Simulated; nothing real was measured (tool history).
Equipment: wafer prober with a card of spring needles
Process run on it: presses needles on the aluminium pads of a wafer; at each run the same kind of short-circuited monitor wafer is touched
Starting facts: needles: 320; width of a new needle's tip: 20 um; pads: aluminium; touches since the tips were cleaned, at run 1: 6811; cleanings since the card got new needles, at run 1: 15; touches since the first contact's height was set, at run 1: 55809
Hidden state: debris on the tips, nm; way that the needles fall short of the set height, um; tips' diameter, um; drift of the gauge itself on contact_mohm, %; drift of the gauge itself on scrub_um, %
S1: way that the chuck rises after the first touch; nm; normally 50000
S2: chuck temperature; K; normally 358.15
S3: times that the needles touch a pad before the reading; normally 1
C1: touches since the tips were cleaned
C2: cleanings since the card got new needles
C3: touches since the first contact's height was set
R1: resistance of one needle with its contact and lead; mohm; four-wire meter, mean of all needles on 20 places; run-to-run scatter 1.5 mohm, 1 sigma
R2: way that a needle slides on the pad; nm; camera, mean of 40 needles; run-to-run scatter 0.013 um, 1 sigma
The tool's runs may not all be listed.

{"run": 1, "hour": 0.0, "S1": 50000, "S2": 358.15, "S3": 1, "C1": 6811, "C2": 15, "C3": 55809, "R1": 136, "R2": 13010}
{"hour": 3.4, "done": "tips cleaned on abrasive film"}
{"run": 2, "hour": 11.9, "S1": 44000, "S2": 358.15, "S3": 1, "C1": 2700, "C2": 16, "C3": 59559, "R1": 142, "R2": 11410}
{"run": 3, "hour": 21.4, "S1": 44000, "S2": 358.15, "S3": 1, "C1": 5725, "C2": 16, "C3": 62584, "R1": 143, "R2": 11410}
{"hour": 27.3, "done": "tips cleaned on abrasive film"}
{"run": 4, "hour": 28.5, "S1": 50000, "S2": 358.15, "S3": 2, "C1": 357, "C2": 17, "C3": 64807, "R1": 139, "R2": 12990}
{"run": 5, "hour": 41.4, "S1": 50000, "S2": 358.15, "S3": 2, "C1": 4493, "C2": 17, "C3": 68943, "R1": 142, "R2": 13000}
{"run": 6, "hour": 49.7, "S1": 50000, "S2": 358.15, "S3": 2, "C1": 7128, "C2": 17, "C3": 71578, "R1": 140, "R2": 12990}
{"hour": 52.2, "done": "tips cleaned on abrasive film"}
{"run": 7, "hour": 60.4, "S1": 50000, "S2": 358.15, "S3": 2, "C1": 2607, "C2": 18, "C3": 74945, "R1": 138, "R2": 12990}
{"run": 8, "hour": 73.5, "S1": 50000, "S2": 358.15, "S3": 2, "C1": 6771, "C2": 18, "C3": 79109, "R1": 140, "R2": 12970}
{"hour": 76.4, "done": "tips cleaned on abrasive film"}
{"run": 9, "hour": 84.9, "S1": 50000, "S2": 358.15, "S3": 1, "C1": 2725, "C2": 19, "C3": 82724, "R1": 139, "R2": 12990}
{"hour": 95.4, "done": "height of the first contact set anew"}
{"run": 10, "hour": 96.6, "S1": 50000, "S2": 325.15, "S3": 1, "C1": 6343, "C2": 19, "C3": 376, "R1": 134, "R2": 12980}
{"hour": 101.2, "done": "tips cleaned on abrasive film"}
{"run": 11, "hour": 102.4, "S1": 34000, "S2": 358.15, "S3": 1, "C1": 365, "C2": 20, "C3": 2182, "R1": 146, "R2": 8830}
{"run": 12, "hour": 112.4, "S1": 50000, "S2": 358.15, "S3": 1, "C1": 3557, "C2": 20, "C3": 5374, "R1": 138, "R2": 12980}
{"run": 13, "hour": 123.7, "S1": 50000, "S2": 358.15, "S3": 1, "C1": 7145, "C2": 20, "C3": 8962, "R1": 139, "R2": 13000}
{"hour": 125.3, "done": "tips cleaned on abrasive film"}
{"run": 14, "hour": 133.6, "S1": 50000, "S2": 358.15, "S3": 1, "C1": 2639, "C2": 21, "C3": 12086, "R1": 138, "R2": 12980}
{"run": 15, "hour": 140.4, "S1": 50000, "S2": 358.15, "S3": 1, "C1": 4804, "C2": 21, "C3": 14251, "R1": 139, "R2": 12980}
{"hour": 149.1, "done": "tips cleaned on abrasive film"}
{"run": 16, "hour": 152.7, "S1": 50000, "S2": 358.15, "S3": 1, "C1": 1132, "C2": 22, "C3": 18140, "R1": 141, "R2": 12990}
{"run": 17, "hour": 159.4, "S1": 50000, "S2": 331.15, "S3": 1, "C1": 3278, "C2": 22, "C3": 20286, "R1": 134, "R2": 12990}
{"run": 18, "hour": 166.2, "S1": 50000, "S2": 299.15, "S3": 2, "C1": 5442, "C2": 22, "C3": 22450, "R1": 126, "R2": 13000}
{"hour": 173.4, "done": "tips cleaned on abrasive film"}
{"run": 19, "hour": 175.0, "S1": 50000, "S2": 299.15, "S3": 2, "C1": 494, "C2": 23, "C3": 25215, "R1": 128, "R2": 12990}
{"run": 20, "hour": 187.9, "S1": 50000, "S2": 299.15, "S3": 2, "C1": 4601, "C2": 23, "C3": 29322, "R1": 129, "R2": 12980}
{"hour": 197.2, "done": "tips cleaned on abrasive film"}
{"run": 21, "hour": 200.4, "S1": 50000, "S2": 299.15, "S3": 2, "C1": 1024, "C2": 24, "C3": 33287, "R1": 132, "R2": 12990}
{"run": 22, "hour": 207.9, "S1": 32000, "S2": 396.15, "S3": 2, "C1": 3391, "C2": 24, "C3": 35654, "R1": 156, "R2": 8310}
{"run": 23, "hour": 218.4, "S1": 42000, "S2": 320.15, "S3": 1, "C1": 6733, "C2": 24, "C3": 38996, "R1": 137, "R2": 10910}
{"hour": 222.0, "done": "tips cleaned on abrasive film"}
{"run": 24, "hour": 232.5, "S1": 38000, "S2": 355.15, "S3": 1, "C1": 3341, "C2": 25, "C3": 43463, "R1": 141, "R2": 9860}
{"run": 25, "hour": 243.5, "S1": 66000, "S2": 376.15, "S3": 1, "C1": 6845, "C2": 25, "C3": 46967, "R1": 137, "R2": 17180}
{"hour": 246.7, "done": "tips cleaned on abrasive film"}
{"run": 26, "hour": 252.4, "S1": 54000, "S2": 358.15, "S3": 1, "C1": 1815, "C2": 26, "C3": 49779, "R1": 140, "R2": 14030}
{"run": 27, "hour": 261.1, "S1": 65000, "S2": 341.15, "S3": 2, "C1": 4583, "C2": 26, "C3": 52547, "R1": 132, "R2": 16910}
{"run": 28, "hour": 268.3, "S1": 65000, "S2": 371.15, "S3": 3, "C1": 6876, "C2": 26, "C3": 54840, "R1": 138, "R2": 16890}
{"hour": 270.6, "done": "tips cleaned on abrasive film"}
{"run": 29, "hour": 280.8, "S1": 48000, "S2": 358.15, "S3": 1, "C1": 3253, "C2": 27, "C3": 58769, "R1": 139, "R2": 12480}
{"hour": 294.9, "done": "tips cleaned on abrasive film"}
{"run": 30, "hour": 294.9, "S1": 59000, "S2": 319.15, "S3": 1, "C1": 0, "C2": 28, "C3": 63233, "R1": 129, "R2": 15330}
{"run": 31, "hour": 308.7, "S1": 59000, "S2": 319.15, "S3": 1, "C1": 4394, "C2": 28, "C3": 67627, "R1": 130, "R2": 15320}
{"hour": 319.3, "done": "tips cleaned on abrasive film"}
{"run": 32, "hour": 319.9, "S1": 59000, "S2": 319.15, "S3": 1, "C1": 188, "C2": 29, "C3": 71173, "R1": 131, "R2": 15310}
{"run": 33, "hour": 333.0, "S1": 59000, "S2": 319.15, "S3": 1, "C1": 4342, "C2": 29, "C3": 75327, "R1": 130, "R2": 15320}

Hidden condition of the tool, last listed run before each entry between runs versus first listed run after:
Runs 1 to 2: tips cleaned on abrasive film (hour 3.4)
  debris on the tips, nm: 0.4 -> 0.3; way that the needles fall short of the set height, um: 0 -> 0.01
Runs 3 to 4: tips cleaned on abrasive film (hour 27.3)
  debris on the tips, nm: 0.4 -> 0.1
Runs 6 to 7: tips cleaned on abrasive film (hour 52.2)
  debris on the tips, nm: 0.4 -> 0.3
Runs 8 to 9: tips cleaned on abrasive film (hour 76.4)
  debris on the tips, nm: 0.4 -> 0.3
Runs 9 to 10: height of the first contact set anew (hour 95.4)
  debris on the tips, nm: 0.3 -> 0.4; way that the needles fall short of the set height, um: 0.01 -> 0
Runs 10 to 11: tips cleaned on abrasive film (hour 101.2)
  debris on the tips, nm: 0.4 -> 0.1
Runs 13 to 14: tips cleaned on abrasive film (hour 125.3)
  debris on the tips, nm: 0.4 -> 0.3; tips' diameter, um: 20 -> 20.01
Runs 15 to 16: tips cleaned on abrasive film (hour 149.1)
  debris on the tips, nm: 0.4 -> 0.2
Runs 18 to 19: tips cleaned on abrasive film (hour 173.4)
  debris on the tips, nm: 0.4 -> 0.1
Runs 20 to 21: tips cleaned on abrasive film (hour 197.2)
  debris on the tips, nm: 0.4 -> 0.2
Runs 23 to 24: tips cleaned on abrasive film (hour 222)
  debris on the tips, nm: 0.4 -> 0.3
Runs 25 to 26: tips cleaned on abrasive film (hour 246.7)
  debris on the tips, nm: 0.4 -> 0.2; way that the needles fall short of the set height, um: 0 -> 0.01
Runs 28 to 29: tips cleaned on abrasive film (hour 270.6)
  debris on the tips, nm: 0.4 -> 0.3
Runs 29 to 30: tips cleaned on abrasive film (hour 294.9)
  debris on the tips, nm: 0.3 -> 0
Runs 31 to 32: tips cleaned on abrasive film (hour 319.3)
  debris on the tips, nm: 0.4 -> 0.1

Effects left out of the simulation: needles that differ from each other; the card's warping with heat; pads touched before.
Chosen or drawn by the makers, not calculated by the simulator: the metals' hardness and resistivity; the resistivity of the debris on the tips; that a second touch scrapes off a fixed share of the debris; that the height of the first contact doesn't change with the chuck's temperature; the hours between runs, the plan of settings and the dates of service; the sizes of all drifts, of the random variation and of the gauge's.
